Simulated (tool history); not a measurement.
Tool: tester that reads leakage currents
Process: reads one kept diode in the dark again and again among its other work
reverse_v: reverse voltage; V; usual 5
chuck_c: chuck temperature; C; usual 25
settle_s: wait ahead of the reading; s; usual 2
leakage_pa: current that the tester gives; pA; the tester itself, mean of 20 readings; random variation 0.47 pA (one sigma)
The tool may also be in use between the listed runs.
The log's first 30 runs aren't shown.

Run 31, hour 1030.1: usual settings but reverse_v 6.17 V, chuck_c 24 C, settle_s 0.95 s. Result: leakage_pa 174.15 pA.
Run 32, hour 1058.7: usual settings but reverse_v 1.61 V, chuck_c 29 C, settle_s 4.29 s. Result: leakage_pa 119.44 pA.
Run 33, hour 1089.6: usual settings but reverse_v 8.03 V, chuck_c 41 C, settle_s 1.26 s. Result: leakage_pa 851.55 pA.
Run 34, hour 1127.7: usual settings but reverse_v 5.85 V. Result: leakage_pa 185.41 pA.
Run 35, hour 1163: usual settings but reverse_v 5.85 V. Result: leakage_pa 186.87 pA.
Run 36, hour 1188.5: usual settings but reverse_v 5.85 V, chuck_c 27 C, settle_s 6.85 s. Result: leakage_pa 221.43 pA.
Run 37, hour 1211.1: usual settings but reverse_v 5.85 V, chuck_c 27 C, settle_s 6.85 s. Result: leakage_pa 220.95 pA.
Run 38, hour 1250.6: usual settings but reverse_v 1.06 V, chuck_c 41 C, settle_s 9.3 s. Result: leakage_pa 258.26 pA.
Run 39, hour 1276.5: usual settings but reverse_v 4.11 V, chuck_c 30 C, settle_s 2.63 s. Result: leakage_pa 232.79 pA.
Run 40, hour 1302.4: usual settings but reverse_v 9.36 V, settle_s 8.97 s. Result: leakage_pa 250.8 pA.

Forecast each of these 4 alternatives for the next run:
Run A, hour 1337.3: usual settings but chuck_c 31 C. Result: leakage_pa ?.
Run B, hour 1337.3: usual settings but reverse_v 13.04 V, settle_s 2.57 s. Result: leakage_pa ?.
Run C, hour 1337.3: usual settings but reverse_v 14.84 V. Result: leakage_pa ?.
Run D, hour 1337.3: usual settings but reverse_v 2.28 V, chuck_c 29 C, settle_s 8.97 s. Result: leakage_pa ?.

run  leakage_pa
  A      288.35
  B      310.88
  C      335.72
  D      151.74
Without the tool's hidden state the same runs would have given:
run  leakage_pa
  A      263.93
  B      275.17
  C       296.4
  D      139.14
